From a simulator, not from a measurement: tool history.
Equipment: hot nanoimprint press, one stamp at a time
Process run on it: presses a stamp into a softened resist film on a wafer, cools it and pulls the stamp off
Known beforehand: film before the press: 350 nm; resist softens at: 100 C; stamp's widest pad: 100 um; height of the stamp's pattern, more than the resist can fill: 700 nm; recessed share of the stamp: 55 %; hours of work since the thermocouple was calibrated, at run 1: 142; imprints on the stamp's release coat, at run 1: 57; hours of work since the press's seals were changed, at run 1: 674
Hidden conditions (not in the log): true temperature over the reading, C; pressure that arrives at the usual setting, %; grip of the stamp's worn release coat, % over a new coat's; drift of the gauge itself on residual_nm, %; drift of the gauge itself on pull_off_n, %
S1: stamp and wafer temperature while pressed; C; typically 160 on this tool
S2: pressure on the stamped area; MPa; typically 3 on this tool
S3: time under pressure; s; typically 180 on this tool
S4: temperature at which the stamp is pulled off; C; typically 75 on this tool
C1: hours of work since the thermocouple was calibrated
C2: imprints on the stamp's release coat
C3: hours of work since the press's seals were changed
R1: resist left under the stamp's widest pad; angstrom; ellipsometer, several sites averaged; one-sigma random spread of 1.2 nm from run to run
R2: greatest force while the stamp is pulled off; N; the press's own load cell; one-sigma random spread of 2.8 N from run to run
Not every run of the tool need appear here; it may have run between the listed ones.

Run 1, day 0: usual settings; C1 142; C2 57; C3 674. Result: R1 1951 angstrom, R2 202 N.
Run 2, day 0.938: usual settings; C1 158; C2 157; C3 690. Result: R1 1936 angstrom, R2 205 N.
Run 3, day 2.296: usual settings but S2 2.41 MPa; C1 181; C2 302; C3 713. Result: R1 2102 angstrom, R2 209 N.
Run 4, day 3.783: usual settings but S2 4.17 MPa; C1 206; C2 462; C3 739. Result: R1 1702 angstrom, R2 213 N.
Run 5, day 4.979: usual settings but S2 4.17 MPa; C1 227; C2 590; C3 759. Result: R1 1720 angstrom, R2 214 N.
Run 6, day 6.362: usual settings; C1 250; C2 738; C3 783. Result: R1 1952 angstrom, R2 212 N.
Run 7, day 7.433: usual settings but S4 62 C; C1 268; C2 853; C3 801. Result: R1 1920 angstrom, R2 267 N.
At day 8.546: press's hydraulic seals changed and the load cell set to zero.
Run 8, day 9.504: usual settings but S2 2.26 MPa; C1 298; C2 1038; C3 16. Result: R1 2088 angstrom, R2 220 N.
Run 9, day 11.258: usual settings but S1 164 C, S2 2.26 MPa; C1 328; C2 1226; C3 46. Result: R1 1835 angstrom, R2 223 N.
Run 10, day 12.796: usual settings but S1 164 C, S2 2.26 MPa; C1 354; C2 1391; C3 72. Result: R1 1811 angstrom, R2 224 N.
At day 13.638: stamp cleaned and given a new release coat.
Run 11, day 14.638: usual settings but S3 95 s; C1 381; C2 107; C3 100. Result: R1 2304 angstrom, R2 205 N.
Run 12, day 15.9: usual settings; C1 403; C2 242; C3 121. Result: R1 1854 angstrom, R2 203 N.
Run 13, day 16.758: usual settings; C1 417; C2 334; C3 136. Result: R1 1871 angstrom, R2 203 N.
At day 18.283: plate thermocouple calibrated.
Run 14, day 18.404: usual settings; C1 2; C2 497; C3 162. Result: R1 1979 angstrom, R2 209 N.
Run 15, day 19.758: usual settings; C1 25; C2 641; C3 185. Result: R1 1988 angstrom, R2 213 N.
Run 16, day 21.362: usual settings but S1 156 C, S2 3.95 MPa, S3 152 s; C1 53; C2 813; C3 212. Result: R1 2168 angstrom, R2 214 N.
Run 17, day 22.608: usual settings but S1 156 C, S2 3.95 MPa, S3 152 s, S4 74 C; C1 74; C2 946; C3 233. Result: R1 2172 angstrom, R2 224 N.
Run 18, day 23.704: usual settings but S1 162 C, S2 3.95 MPa, S3 261 s, S4 74 C; C1 92; C2 1063; C3 252. Result: R1 1415 angstrom, R2 232 N.
Run 19, day 25.017: usual settings but S1 164 C, S2 2.22 MPa, S3 109 s, S4 72 C; C1 115; C2 1204; C3 274. Result: R1 2255 angstrom, R2 240 N.
Run 20, day 26.683: usual settings but S1 148 C, S2 2.22 MPa, S3 109 s, S4 72 C; C1 143; C2 1382; C3 303. Result: R1 3173 angstrom, R2 243 N.
At day 27.692: stamp cleaned and given a new release coat.
Run 21, day 28.4: usual settings but S1 148 C, S2 2.22 MPa, S3 109 s, S4 72 C; C1 168; C2 75; C3 328. Result: R1 3149 angstrom, R2 218 N.
Run 22, day 30.171: usual settings but S3 257 s; C1 198; C2 265; C3 358. Result: R1 1677 angstrom, R2 208 N.
Run 23, day 31.858: usual settings but S3 182 s; C1 227; C2 445; C3 387. Result: R1 1942 angstrom, R2 208 N.
Run 24, day 33.221: usual settings but S1 150 C, S4 60 C; C1 250; C2 591; C3 410. Result: R1 2613 angstrom, R2 277 N.
Run 25, day 34.025: usual settings but S1 156 C, S3 107 s, S4 78 C; C1 264; C2 677; C3 424. Result: R1 2507 angstrom, R2 205 N.
Run 26, day 35.475: usual settings but S1 156 C, S2 2.2 MPa, S3 335 s, S4 78 C; C1 289; C2 832; C3 448. Result: R1 1996 angstrom, R2 207 N.
Run 27, day 36.621: usual settings but S1 170 C, S2 2.2 MPa, S3 335 s, S4 77 C; C1 308; C2 955; C3 468. Result: R1 1155 angstrom, R2 210 N.
Run 28, day 38.296: usual settings but S1 172 C, S4 78 C; C1 337; C2 1134; C3 496. Result: R1 1198 angstrom, R2 210 N.
Run 29, day 39.158: usual settings but S1 172 C, S4 78 C; C1 352; C2 1227; C3 511. Result: R1 1210 angstrom, R2 217 N.

Alternative continuations, all from the tool just after run 29; predict every row:
Run A, day 39.925: usual settings but S1 156 C, S3 178 s, S4 72 C; C1 365; C2 1308; C3 524. Result: R1 ?, R2 ?.
Run B, day 39.925: usual settings but S1 163 C, S3 174 s, S4 78 C; C1 365; C2 1308; C3 524. Result: R1 ?, R2 ?.
Run C, day 39.925: usual settings but S4 81 C; C1 365; C2 1308; C3 524. Result: R1 ?, R2 ?.
Run D, day 39.925: usual settings but S1 172 C, S3 198 s, S4 70 C; C1 365; C2 1308; C3 524. Result: R1 ?, R2 ?.
Run E, day 39.925: usual settings but S1 151 C, S3 325 s, S4 73 C; C1 365; C2 1308; C3 524. Result: R1 ?, R2 ?.

run    R1   R2
  A  2168  240
  B  1716  214
  C  1897  203
  D  1150  242
  E  2161  236
Had the tool no hidden state, the same runs would have come out as:
run    R1   R2
  A  2263  217
  B  1801  194
  C  1987  185
  D  1208  219
  E  2264  213

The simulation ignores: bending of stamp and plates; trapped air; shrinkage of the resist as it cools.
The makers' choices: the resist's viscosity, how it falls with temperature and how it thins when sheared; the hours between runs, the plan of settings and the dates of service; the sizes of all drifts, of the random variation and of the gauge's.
